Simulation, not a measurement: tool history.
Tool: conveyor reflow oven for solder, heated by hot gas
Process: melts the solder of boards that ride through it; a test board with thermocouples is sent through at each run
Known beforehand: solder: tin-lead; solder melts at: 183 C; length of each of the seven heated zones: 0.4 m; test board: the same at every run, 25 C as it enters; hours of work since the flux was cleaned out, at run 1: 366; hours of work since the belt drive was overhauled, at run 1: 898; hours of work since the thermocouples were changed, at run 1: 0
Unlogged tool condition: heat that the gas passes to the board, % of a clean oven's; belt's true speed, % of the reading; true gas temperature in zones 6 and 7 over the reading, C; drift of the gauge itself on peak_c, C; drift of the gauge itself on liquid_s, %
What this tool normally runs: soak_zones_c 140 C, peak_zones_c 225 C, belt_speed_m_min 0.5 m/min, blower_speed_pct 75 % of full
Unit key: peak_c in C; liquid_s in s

run,hour,soak_zones_c,peak_zones_c,belt_speed_m_min,blower_speed_pct,hours of work since the flux was cleaned out,hours of work since the belt drive was overhauled,hours of work since the thermocouples were changed,peak_c,liquid_s
1,0,140,225,0.5,75,366,898,0,212.2,69.7
2,77.9,140,225,0.587,75,419,951,53,207.4,52.6
3,144.7,140,225,0.587,75,465,997,99,207.3,52.4
# hour 169.7: flux residue cleaned out of gas plates and filters
4,234.8,140,225,0.587,75,45,1055,158,209.1,55.8
5,278.3,140,225,0.5,51,74,1085,187,207.5,62.6
6,356.1,140,225,0.5,51,128,1139,241,208.1,62.9
7,411.5,140,225,0.5,51,166,1177,279,208,62.7
8,472.3,140,225,0.5,75,207,1218,320,213.9,72.2
9,519.8,140,225,0.5,68,240,1251,353,212.7,70.2
10,563.2,140,225,0.5,68,270,1281,383,212.4,69.9
11,646.8,140,225,0.5,68,327,1338,440,212.2,69.8
12,726.3,140,225,0.5,68,381,1392,494,212.1,70
13,793.6,140,221,0.5,75,428,1438,540,210.2,67.7
14,848.4,140,221,0.5,75,465,1476,578,210.3,68.3
# hour 857.4: belt drive overhauled, speed set with a stopwatch
# hour 877.7: flux residue cleaned out of gas plates and filters
15,902.7,140,221,0.539,75,17,28,609,209.8,64.1
16,1000.5,136,236,0.5,56,84,95,676,220.3,77.2
# hour 1033.4: belt drive overhauled, speed set with a stopwatch, once more
17,1106.6,136,236,0.5,56,154,50,746,218.9,73
18,1153.1,133,239,0.458,75,186,82,778,228.9,88
19,1202.5,127,239,0.554,75,220,116,812,221.9,65
20,1296,142,225,0.581,68,284,180,876,209.7,55

Expected results for the next run?
21,1385.5,147,225,0.423,70,345,241,937,?,?

{"run 21": {"peak_c": 218.7, "liquid_s": 94.3}}
Were there no unlogged condition in the tool, this run, its random variation unchanged, would have produced peak_c 217.1 C, liquid_s 92.7 s.

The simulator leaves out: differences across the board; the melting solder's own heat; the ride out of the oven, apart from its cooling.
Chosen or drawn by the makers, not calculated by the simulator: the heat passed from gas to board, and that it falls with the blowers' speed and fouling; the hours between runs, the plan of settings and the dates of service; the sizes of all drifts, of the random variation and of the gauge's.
